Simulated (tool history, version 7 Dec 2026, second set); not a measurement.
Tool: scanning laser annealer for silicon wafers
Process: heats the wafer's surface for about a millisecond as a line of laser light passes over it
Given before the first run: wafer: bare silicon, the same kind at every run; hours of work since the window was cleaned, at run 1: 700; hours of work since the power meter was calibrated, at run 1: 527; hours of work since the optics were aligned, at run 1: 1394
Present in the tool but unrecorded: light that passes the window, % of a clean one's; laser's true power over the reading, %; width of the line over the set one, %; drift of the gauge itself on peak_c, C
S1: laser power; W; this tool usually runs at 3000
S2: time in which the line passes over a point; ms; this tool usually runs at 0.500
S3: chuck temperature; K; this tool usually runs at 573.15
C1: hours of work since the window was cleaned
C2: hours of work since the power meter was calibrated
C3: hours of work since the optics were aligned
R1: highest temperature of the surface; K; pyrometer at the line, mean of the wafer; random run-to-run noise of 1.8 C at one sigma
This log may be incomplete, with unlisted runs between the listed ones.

run,day,S1,S2,S3,C1,C2,C3,R1
1,0.000,3000,0.500,573.15,700,527,1394,1348.15
2,0.512,3000,0.500,573.15,709,536,1403,1346.15
# day 0.971: window over the wafer cleaned
3,1.012,3000,0.500,604.15,1,543,1410,1377.15
4,1.688,3000,0.500,573.15,13,555,1422,1347.15
5,2.288,3000,0.500,573.15,23,566,1432,1346.15
6,3.071,3000,0.500,573.15,37,580,1446,1347.15
7,3.654,3000,0.500,573.15,47,590,1456,1342.15
8,4.467,3000,0.572,573.15,61,604,1471,1403.15
9,5.133,3000,0.572,573.15,73,616,1482,1405.15
10,5.800,3000,0.572,573.15,85,628,1494,1407.15
11,6.342,3000,0.500,573.15,94,637,1504,1346.15
12,7.108,3000,0.500,573.15,108,651,1517,1346.15
13,7.650,3000,0.500,592.15,117,660,1527,1366.15
14,8.238,3000,0.500,573.15,128,670,1537,1345.15
15,9.067,3225,0.500,573.15,142,685,1552,1406.15
16,9.612,2732,0.531,573.15,152,695,1561,1300.15
17,10.012,2778,0.419,546.15,159,702,1568,1199.15
18,10.662,2778,0.419,546.15,170,713,1580,1200.15
19,11.208,2760,0.458,546.15,180,723,1589,1228.15
20,11.900,2760,0.458,546.15,192,735,1601,1231.15
21,12.371,2760,0.458,546.15,200,743,1610,1222.15
22,12.983,2760,0.458,546.15,211,754,1620,1227.15
23,13.667,3100,0.513,584.15,223,766,1632,1395.15
24,14.108,3000,0.587,609.15,231,774,1640,1448.15
25,14.625,3000,0.580,589.15,240,783,1649,1427.15
26,15.046,3000,0.549,589.15,247,790,1657,1402.15
27,15.538,3000,0.549,589.15,256,799,1665,1402.15
28,15.958,2719,0.435,563.15,263,806,1673,1212.15
29,16.467,2719,0.435,563.15,272,815,1682,1216.15

Describe how what the log doesn't record of the tool's condition differs between the last listed run preceding each entry between runs and the first listed run following it.
In the gap between runs 2 and 3: window over the wafer cleaned (day 0.971)
  light that passes the window, % of a clean one's: 99.93 -> 100

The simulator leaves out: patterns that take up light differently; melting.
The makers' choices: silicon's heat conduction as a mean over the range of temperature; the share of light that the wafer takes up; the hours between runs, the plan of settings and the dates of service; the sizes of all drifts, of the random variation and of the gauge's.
